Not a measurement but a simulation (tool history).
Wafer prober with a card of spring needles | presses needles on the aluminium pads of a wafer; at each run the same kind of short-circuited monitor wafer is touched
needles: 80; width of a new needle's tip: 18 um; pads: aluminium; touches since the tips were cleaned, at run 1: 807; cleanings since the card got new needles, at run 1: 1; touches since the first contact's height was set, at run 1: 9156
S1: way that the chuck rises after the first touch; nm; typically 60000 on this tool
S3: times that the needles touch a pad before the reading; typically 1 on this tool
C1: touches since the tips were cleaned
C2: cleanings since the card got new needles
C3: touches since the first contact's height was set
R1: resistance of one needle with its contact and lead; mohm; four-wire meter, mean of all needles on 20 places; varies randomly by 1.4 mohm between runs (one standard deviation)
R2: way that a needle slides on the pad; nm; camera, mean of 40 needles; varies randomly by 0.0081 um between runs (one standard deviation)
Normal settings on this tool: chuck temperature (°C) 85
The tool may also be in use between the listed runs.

run 1 hour=0 | S1=60000 chuck_temperature_(°C)=85 S3=1 | C1=807 C2=1 C3=9156 | R1=115 R2=8204
run 2 hour=8.3 | S1=60000 chuck_temperature_(°C)=85 S3=1 | C1=3678 C2=1 C3=12027 | R1=117 R2=8211
run 3 hour=14.5 | S1=60000 chuck_temperature_(°C)=29 S3=1 | C1=5818 C2=1 C3=14167 | R1=108 R2=8196
-- hour=21 tips cleaned on abrasive film
run 4 hour=23.7 | S1=60000 chuck_temperature_(°C)=29 S3=1 | C1=950 C2=2 C3=17304 | R1=108 R2=8222
run 5 hour=36 | S1=60000 chuck_temperature_(°C)=29 S3=1 | C1=5181 C2=2 C3=21535 | R1=108 R2=8214
run 6 hour=41.8 | S1=60000 chuck_temperature_(°C)=85 S3=1 | C1=7169 C2=2 C3=23523 | R1=115 R2=8213
-- hour=44.5 tips cleaned on abrasive film
run 7 hour=49.4 | S1=60000 chuck_temperature_(°C)=85 S3=1 | C1=1687 C2=3 C3=26102 | R1=113 R2=8216
run 8 hour=54.9 | S1=60000 chuck_temperature_(°C)=85 S3=1 | C1=3593 C2=3 C3=28008 | R1=115 R2=8205
run 9 hour=61.4 | S1=60000 chuck_temperature_(°C)=85 S3=3 | C1=5834 C2=3 C3=30249 | R1=117 R2=8197
run 10 hour=67.3 | S1=73000 chuck_temperature_(°C)=40 S3=1 | C1=7882 C2=3 C3=32297 | R1=111 R2=9987
-- hour=68.6 tips cleaned on abrasive film
run 11 hour=73 | S1=41000 chuck_temperature_(°C)=40 S3=3 | C1=1520 C2=4 C3=34204 | R1=114 R2=5605
run 12 hour=85.6 | S1=49000 chuck_temperature_(°C)=25 S3=3 | C1=5864 C2=4 C3=38548 | R1=110 R2=6700
run 13 hour=91.1 | S1=45000 chuck_temperature_(°C)=26 S3=1 | C1=7768 C2=4 C3=40452 | R1=111 R2=6166
-- hour=91.7 tips cleaned on abrasive film
run 14 hour=98.1 | S1=60000 chuck_temperature_(°C)=26 S3=3 | C1=2205 C2=5 C3=42836 | R1=107 R2=8209
run 15 hour=110.2 | S1=60000 chuck_temperature_(°C)=121 S3=2 | C1=6384 C2=5 C3=47015 | R1=119 R2=8205
-- hour=115.6 tips cleaned on abrasive film
run 16 hour=120.9 | S1=60000 chuck_temperature_(°C)=121 S3=2 | C1=1828 C2=6 C3=50665 | R1=120 R2=8199
run 17 hour=128.7 | S1=50000 chuck_temperature_(°C)=33 S3=1 | C1=4494 C2=6 C3=53331 | R1=110 R2=6850
run 18 hour=134.2 | S1=50000 chuck_temperature_(°C)=33 S3=1 | C1=6401 C2=6 C3=55238 | R1=110 R2=6845

Forecast each of these 5 alternatives for the next run:
-- hour=139.2 tips cleaned on abrasive film
run A hour=142.6 | S1=60000 chuck_temperature_(°C)=85 S3=1 | C1=1188 C2=7 C3=58109 | R1=? R2=?
-- hour=139.2 tips cleaned on abrasive film
run B hour=142.6 | S1=50000 chuck_temperature_(°C)=26 S3=1 | C1=1188 C2=7 C3=58109 | R1=? R2=?
-- hour=139.2 tips cleaned on abrasive film
run C hour=142.6 | S1=50000 chuck_temperature_(°C)=33 S3=2 | C1=1188 C2=7 C3=58109 | R1=? R2=?
-- hour=139.2 tips cleaned on abrasive film
run D hour=142.6 | S1=60000 chuck_temperature_(°C)=33 S3=1 | C1=1188 C2=7 C3=58109 | R1=? R2=?
-- hour=139.2 tips cleaned on abrasive film
run E hour=142.6 | S1=63000 chuck_temperature_(°C)=33 S3=2 | C1=1188 C2=7 C3=58109 | R1=? R2=?

run=A R1=118 R2=8203
run=B R1=109 R2=6835
run=C R1=110 R2=6839
run=D R1=108 R2=8201
run=E R1=107 R2=8601
Take away the tool's hidden state, keep each run's random variation, and the runs would have read:
run=A R1=118 R2=8204
run=B R1=109 R2=6835
run=C R1=110 R2=6840
run=D R1=108 R2=8201
run=E R1=107 R2=8602
